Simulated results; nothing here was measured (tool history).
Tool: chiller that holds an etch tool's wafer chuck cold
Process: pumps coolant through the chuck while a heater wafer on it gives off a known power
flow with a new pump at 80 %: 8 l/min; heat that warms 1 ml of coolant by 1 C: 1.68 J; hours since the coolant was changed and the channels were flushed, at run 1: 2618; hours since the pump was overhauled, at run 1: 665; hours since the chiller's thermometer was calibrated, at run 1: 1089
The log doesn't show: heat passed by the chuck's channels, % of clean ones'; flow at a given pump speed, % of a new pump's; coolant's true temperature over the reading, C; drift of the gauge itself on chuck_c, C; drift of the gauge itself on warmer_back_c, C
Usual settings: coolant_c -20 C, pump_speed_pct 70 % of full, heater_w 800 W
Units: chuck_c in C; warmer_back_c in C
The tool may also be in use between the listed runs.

run,day,coolant_c,pump_speed_pct,heater_w,hours since the coolant was changed and the channels were flushed,hours since the pump was overhauled,hours since the chiller's thermometer was calibrated,chuck_c,warmer_back_c
1,0.000,-20,70,800,2618,665,1089,-12.3,4.19
2,1.100,-20,70,800,2644,691,1116,-12.4,4.18
3,3.546,-20,94,800,2703,750,1174,-14.0,3.08
4,6.071,-20,94,800,2764,810,1235,-14.2,3.09
5,8.162,-20,94,800,2814,861,1285,-14.2,3.13
6,9.942,-20,94,800,2856,903,1328,-14.0,3.15
7,11.817,-20,66,800,2901,948,1373,-12.1,4.47
8,13.092,-28,70,800,2932,979,1403,-20.5,4.29
9,14.988,-28,70,800,2978,1024,1449,-20.1,4.24
10,16.971,-28,70,800,3025,1072,1497,-20.2,4.24
11,18.967,-20,62,800,3073,1120,1544,-11.5,4.77
12,20.600,-20,62,800,3112,1159,1584,-11.2,4.85
13,22.804,-20,62,800,3165,1212,1637,-11.4,4.79
14,24.208,-20,70,636,3199,1246,1670,-13.6,3.39
15,25.679,-20,70,800,3234,1281,1706,-12.3,4.29
16,27.388,-20,70,800,3275,1322,1747,-12.2,4.28
17,29.417,-20,70,800,3324,1371,1795,-12.0,4.24
18,32.004,-27,70,814,3386,1433,1857,-19.1,4.32
19,34.008,-11,93,1020,3434,1481,1905,-3.4,4.16
20,35.342,-11,93,1020,3466,1513,1937,-3.2,4.12
21,36.542,-11,65,731,3495,1542,1966,-3.0,4.24
22,38.383,-11,65,731,3539,1586,2010,-3.2,4.20
23,39.646,-20,65,797,3569,1616,2041,-11.7,4.65
24,41.142,-30,65,992,3605,1652,2077,-19.6,5.79
25,42.804,-20,68,558,3645,1692,2117,-14.3,3.11
26,43.938,-15,83,752,3672,1719,2144,-8.5,3.40
27,46.058,-24,73,752,3723,1770,2195,-16.7,3.91
28,48.696,-19,70,800,3787,1833,2258,-11.0,4.31
29,50.788,-29,92,1049,3837,1884,2308,-20.8,4.28
30,52.583,-29,92,1049,3880,1927,2351,-20.9,4.28
31,53.875,-13,71,800,3911,1958,2382,-5.0,4.30
32,56.179,-20,63,590,3966,2013,2438,-13.6,3.64

The same runs without the tool's hidden state, with the same run-to-run variation:
run,chuck_c,warmer_back_c
1,-12.9,4.09
2,-13.1,4.08
3,-14.6,3.00
4,-14.8,3.00
5,-14.8,3.04
6,-14.6,3.05
7,-12.9,4.33
8,-21.3,4.15
9,-20.9,4.10
10,-21.0,4.09
11,-12.4,4.60
12,-12.1,4.67
13,-12.3,4.60
14,-14.4,3.25
15,-13.1,4.12
16,-13.1,4.10
17,-12.9,4.05
18,-20.0,4.12
19,-4.3,3.97
20,-4.1,3.93
21,-4.0,4.04
22,-4.1,3.99
23,-12.7,4.42
24,-20.8,5.49
25,-15.1,2.95
26,-9.4,3.22
27,-17.7,3.70
28,-12.1,4.07
29,-21.9,4.03
30,-22.0,4.02
31,-6.1,4.04
32,-14.6,3.42
